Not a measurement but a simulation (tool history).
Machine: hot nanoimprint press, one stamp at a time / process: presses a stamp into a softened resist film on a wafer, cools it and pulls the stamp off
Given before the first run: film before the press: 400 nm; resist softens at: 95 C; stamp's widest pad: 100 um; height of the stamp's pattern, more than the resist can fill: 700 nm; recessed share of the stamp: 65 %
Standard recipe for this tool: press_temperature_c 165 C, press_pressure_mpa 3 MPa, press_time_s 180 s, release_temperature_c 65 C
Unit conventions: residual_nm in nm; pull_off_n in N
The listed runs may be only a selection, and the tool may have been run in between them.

run 1 day=0 | press_temperature_c=165 press_pressure_mpa=3 press_time_s=180 release_temperature_c=65 | residual_nm=151 pull_off_n=183
run 2 day=0.354 | press_temperature_c=165 press_pressure_mpa=3 press_time_s=180 release_temperature_c=65 | residual_nm=153.5 pull_off_n=189
run 3 day=0.675 | press_temperature_c=165 press_pressure_mpa=3 press_time_s=180 release_temperature_c=65 | residual_nm=153 pull_off_n=191
run 4 day=0.925 | press_temperature_c=165 press_pressure_mpa=2.36 press_time_s=180 release_temperature_c=65 | residual_nm=167.6 pull_off_n=187
run 5 day=1.267 | press_temperature_c=165 press_pressure_mpa=4.02 press_time_s=180 release_temperature_c=65 | residual_nm=133.7 pull_off_n=185
run 6 day=1.817 | press_temperature_c=165 press_pressure_mpa=4.02 press_time_s=180 release_temperature_c=65 | residual_nm=134.5 pull_off_n=194
run 7 day=2.117 | press_temperature_c=165 press_pressure_mpa=4.02 press_time_s=338 release_temperature_c=65 | residual_nm=99.4 pull_off_n=189
run 8 day=2.583 | press_temperature_c=165 press_pressure_mpa=4.02 press_time_s=338 release_temperature_c=65 | residual_nm=101.5 pull_off_n=192
run 9 day=2.95 | press_temperature_c=165 press_pressure_mpa=3 press_time_s=180 release_temperature_c=65 | residual_nm=152 pull_off_n=189
run 10 day=3.496 | press_temperature_c=165 press_pressure_mpa=3 press_time_s=180 release_temperature_c=65 | residual_nm=153.4 pull_off_n=192
-- day=3.954 stamp cleaned and given a new release coat
run 11 day=4 | press_temperature_c=165 press_pressure_mpa=3 press_time_s=180 release_temperature_c=65 | residual_nm=153 pull_off_n=162
run 12 day=4.538 | press_temperature_c=165 press_pressure_mpa=3 press_time_s=180 release_temperature_c=65 | residual_nm=152.8 pull_off_n=162
run 13 day=4.996 | press_temperature_c=165 press_pressure_mpa=3 press_time_s=180 release_temperature_c=65 | residual_nm=153.8 pull_off_n=158
run 14 day=5.412 | press_temperature_c=165 press_pressure_mpa=3 press_time_s=180 release_temperature_c=65 | residual_nm=153.9 pull_off_n=165
run 15 day=5.658 | press_temperature_c=165 press_pressure_mpa=3 press_time_s=180 release_temperature_c=56 | residual_nm=153.5 pull_off_n=179
run 16 day=6.154 | press_temperature_c=165 press_pressure_mpa=3 press_time_s=180 release_temperature_c=61 | residual_nm=154.9 pull_off_n=175
run 17 day=6.383 | press_temperature_c=165 press_pressure_mpa=3 press_time_s=180 release_temperature_c=61 | residual_nm=154.1 pull_off_n=174
run 18 day=6.908 | press_temperature_c=165 press_pressure_mpa=3 press_time_s=277 release_temperature_c=65 | residual_nm=128.3 pull_off_n=161
run 19 day=7.271 | press_temperature_c=161 press_pressure_mpa=3 press_time_s=180 release_temperature_c=61 | residual_nm=184 pull_off_n=171
run 20 day=7.683 | press_temperature_c=175 press_pressure_mpa=4.19 press_time_s=309 release_temperature_c=61 | residual_nm=64.8 pull_off_n=178
run 21 day=8.212 | press_temperature_c=173 press_pressure_mpa=2.69 press_time_s=343 release_temperature_c=64 | residual_nm=82.2 pull_off_n=172
run 22 day=8.642 | press_temperature_c=164 press_pressure_mpa=4.03 press_time_s=119 release_temperature_c=63 | residual_nm=172.1 pull_off_n=179
run 23 day=9.154 | press_temperature_c=167 press_pressure_mpa=3 press_time_s=180 release_temperature_c=65 | residual_nm=141.8 pull_off_n=171
run 24 day=9.538 | press_temperature_c=163 press_pressure_mpa=4.16 press_time_s=130 release_temperature_c=53 | residual_nm=170.4 pull_off_n=190

What does the tool deliver on the next run?
run 25 day=9.925 | press_temperature_c=165 press_pressure_mpa=1.89 press_time_s=183 release_temperature_c=65 | residual_nm=? pull_off_n=?

{"run 25": {"residual_nm": 187.6, "pull_off_n": 168}}
Take away the tool's hidden state, keep the run-to-run variation as it was, and the same run would have given residual_nm 176.7 nm, pull_off_n 154 N.
